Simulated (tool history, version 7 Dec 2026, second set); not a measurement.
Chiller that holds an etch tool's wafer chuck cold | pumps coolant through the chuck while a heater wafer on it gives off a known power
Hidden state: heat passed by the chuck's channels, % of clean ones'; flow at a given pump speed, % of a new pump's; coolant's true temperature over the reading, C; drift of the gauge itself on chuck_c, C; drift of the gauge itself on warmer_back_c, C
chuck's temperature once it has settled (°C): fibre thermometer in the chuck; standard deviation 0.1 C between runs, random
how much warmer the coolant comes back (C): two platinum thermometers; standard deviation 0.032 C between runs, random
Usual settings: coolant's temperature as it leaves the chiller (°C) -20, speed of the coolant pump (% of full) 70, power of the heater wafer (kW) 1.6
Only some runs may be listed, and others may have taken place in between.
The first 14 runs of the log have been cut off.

run,hour,coolant's temperature as it leaves the chiller (°C),speed of the coolant pump (% of full),power of the heater wafer (kW),hours since the coolant was changed and the channels were flushed,hours since the pump was overhauled,hours since the chiller's thermometer was calibrated,chuck's temperature once it has settled (°C),how much warmer the coolant comes back (C)
15,2000.2,-21,70,1.6,1089,4841,5696,-9,4.27
# hour 2099.8: chiller's thermometer calibrated
16,2184.2,-25,70,1.6,1272,5024,84,-13.8,4.29
# hour 2203: coolant pump overhauled
17,2294.8,-25,74,1.6,1377,92,190,-14,4.06
18,2463.2,-20,61,1.6,1546,260,358,-7.3,5
19,2572.6,-20,61,1.6,1655,370,468,-7.4,5.03
20,2660.9,-20,61,1.6,1743,458,556,-7.4,5.03
# hour 2715.1: coolant pump overhauled, once more
21,2763.1,-12,61,1.6,1841,48,653,-0.3,4.4
22,2858.4,-12,61,1.6,1936,143,749,-0.3,4.47
23,3011.3,-20,83,0.929,2089,296,901,-14.4,1.89
24,3202.5,-14,88,1.6,2280,487,1093,-4.9,3.09
25,3394.4,-16,74,1.6,2472,679,1285,-5.6,3.75
26,3529,-16,74,1.6,2607,814,1419,-5.7,3.67
27,3678.4,-20,70,1.458,2756,963,1569,-10,3.69
28,3758.7,-20,70,1.458,2836,1044,1649,-10,3.63
29,3838.2,-20,70,1.458,2916,1123,1728,-9.9,3.6
30,3997.3,-20,70,1.458,3075,1282,1887,-10,3.6
31,4102.7,-20,70,1.458,3180,1388,1993,-10.1,3.54
32,4271.7,-15,70,2.276,3349,1557,2162,0.8,5.67

3 options for the next run, each taken on its own from the tool as it stands now. Forecast them:
A,4396.8,-14,70,2.276,3474,1682,2287,?,?
B,4396.8,-22,94,1.407,3474,1682,2287,?,?
C,4396.8,-20,72,2.208,3474,1682,2287,?,?

run,chuck's temperature once it has settled (°C),how much warmer the coolant comes back (C)
A,1.6,5.67
B,-14.2,2.59
C,-4.9,5.38
Take away the tool's hidden state, keep each run's random variation, and the runs would have read:
run,chuck's temperature once it has settled (°C),how much warmer the coolant comes back (C)
A,0.7,5.56
B,-14.7,2.54
C,-5.7,5.28
